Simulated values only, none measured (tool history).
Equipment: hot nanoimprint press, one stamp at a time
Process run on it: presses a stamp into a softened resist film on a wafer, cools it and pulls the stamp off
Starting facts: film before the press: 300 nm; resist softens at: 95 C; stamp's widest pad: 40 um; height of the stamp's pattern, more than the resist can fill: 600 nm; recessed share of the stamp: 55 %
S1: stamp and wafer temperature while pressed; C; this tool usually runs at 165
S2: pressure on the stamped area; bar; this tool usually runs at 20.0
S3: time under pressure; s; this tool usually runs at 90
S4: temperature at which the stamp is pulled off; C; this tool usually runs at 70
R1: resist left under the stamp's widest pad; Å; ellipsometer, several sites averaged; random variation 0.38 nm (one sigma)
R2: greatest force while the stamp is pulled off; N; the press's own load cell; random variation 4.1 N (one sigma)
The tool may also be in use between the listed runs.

Run 1, hour 0.0: usual settings. Result: R1 1155 Å, R2 223 N.
Run 2, hour 4.7: usual settings. Result: R1 1149 Å, R2 233 N.
Run 3, hour 10.8: usual settings but S1 167 C. Result: R1 1082 Å, R2 225 N.
Run 4, hour 15.3: usual settings but S1 167 C. Result: R1 1079 Å, R2 237 N.
Run 5, hour 22.3: usual settings but S3 55 s. Result: R1 1404 Å, R2 239 N.
Run 6, hour 29.6: usual settings but S3 55 s. Result: R1 1401 Å, R2 227 N.
Run 7, hour 35.1: usual settings but S3 55 s. Result: R1 1401 Å, R2 236 N.
Run 8, hour 42.8: usual settings but S1 161 C. Result: R1 1320 Å, R2 238 N.
Run 9, hour 51.5: usual settings but S1 173 C. Result: R1 894 Å, R2 239 N.
At hour 55.2: plate thermocouple calibrated.
Run 10, hour 62.3: usual settings but S2 26.0 bar. Result: R1 1009 Å, R2 237 N.
Run 11, hour 70.9: usual settings. Result: R1 1137 Å, R2 235 N.
Run 12, hour 76.5: usual settings. Result: R1 1140 Å, R2 239 N.
Run 13, hour 82.9: usual settings. Result: R1 1139 Å, R2 234 N.
Run 14, hour 92.4: usual settings but S4 57 C. Result: R1 1134 Å, R2 273 N.
Run 15, hour 99.2: usual settings but S4 78 C. Result: R1 1144 Å, R2 224 N.
At hour 105.0: plate thermocouple calibrated, once more.
Run 16, hour 108.9: usual settings but S4 78 C. Result: R1 1188 Å, R2 232 N.
Run 17, hour 117.0: usual settings but S1 157 C, S4 74 C. Result: R1 1546 Å, R2 236 N.
Run 18, hour 122.9: usual settings but S1 170 C, S2 13.3 bar, S3 160 s, S4 63 C. Result: R1 964 Å, R2 274 N.
Run 19, hour 131.9: usual settings but S1 170 C, S2 14.4 bar, S3 160 s, S4 63 C. Result: R1 926 Å, R2 270 N.
Run 20, hour 136.9: usual settings but S2 13.5 bar, S3 158 s, S4 67 C. Result: R1 1135 Å, R2 258 N.
Run 21, hour 145.3: usual settings but S2 13.5 bar, S3 133 s, S4 67 C. Result: R1 1217 Å, R2 265 N.
Run 22, hour 150.6: usual settings but S1 162 C, S2 13.0 bar. Result: R1 1566 Å, R2 259 N.
Run 23, hour 154.8: usual settings but S1 169 C, S2 16.3 bar, S3 161 s, S4 78 C. Result: R1 895 Å, R2 231 N.
Run 24, hour 158.9: usual settings but S1 176 C, S2 16.3 bar, S3 161 s, S4 78 C. Result: R1 718 Å, R2 229 N.
Run 25, hour 163.7: usual settings but S1 176 C, S2 16.3 bar, S3 161 s, S4 78 C. Result: R1 719 Å, R2 224 N.
Run 26, hour 171.6: usual settings but S1 167 C, S2 17.1 bar, S3 116 s, S4 61 C. Result: R1 1079 Å, R2 301 N.
Run 27, hour 180.5: usual settings but S1 167 C, S2 16.7 bar, S3 126 s, S4 60 C. Result: R1 1054 Å, R2 288 N.
Run 28, hour 189.7: usual settings but S1 167 C, S2 16.7 bar, S3 126 s, S4 60 C. Result: R1 1048 Å, R2 285 N.
Run 29, hour 198.2: usual settings but S1 156 C, S2 23.8 bar, S3 118 s, S4 56 C. Result: R1 1335 Å, R2 303 N.
Run 30, hour 203.0: usual settings but S1 156 C, S2 23.8 bar, S3 118 s, S4 56 C. Result: R1 1336 Å, R2 304 N.

A few steps of R1 between consecutive runs. Split each: what settings, incoming material and random variation would produce without the hidden state, and what is left over for the hidden state, along with gauge scatter present in only one of the two compared results (measured, and without hidden state):
Hidden state at play: true temperature over the reading, C; pressure that arrives at the usual setting, %; grip of the stamp's worn release coat, % over a new coat's; drift of the gauge itself on residual_nm, %; drift of the gauge itself on pull_off_n, %.
Run 8 -> 9: S1 161 -> 173. R1 -426 Å: hidden state +18, all else -444.
Run 9 -> 10: S1 173 -> 165, S2 20.0 -> 26.0, plate thermocouple calibrated. R1 +115 Å: hidden state -15, all else +130.
Run 15 -> 16: plate thermocouple calibrated, once more. R1 +44 Å: hidden state +56, all else -12.
Run 17 -> 18: S1 157 -> 170, S2 20.0 -> 13.3, S3 90 -> 160, S4 74 -> 63. R1 -582 Å: hidden state +2, all else -584.
Run 22 -> 23: S1 162 -> 169, S2 13.0 -> 16.3, S3 90 -> 161, S4 70 -> 78. R1 -671 Å: hidden state +4, all else -675.
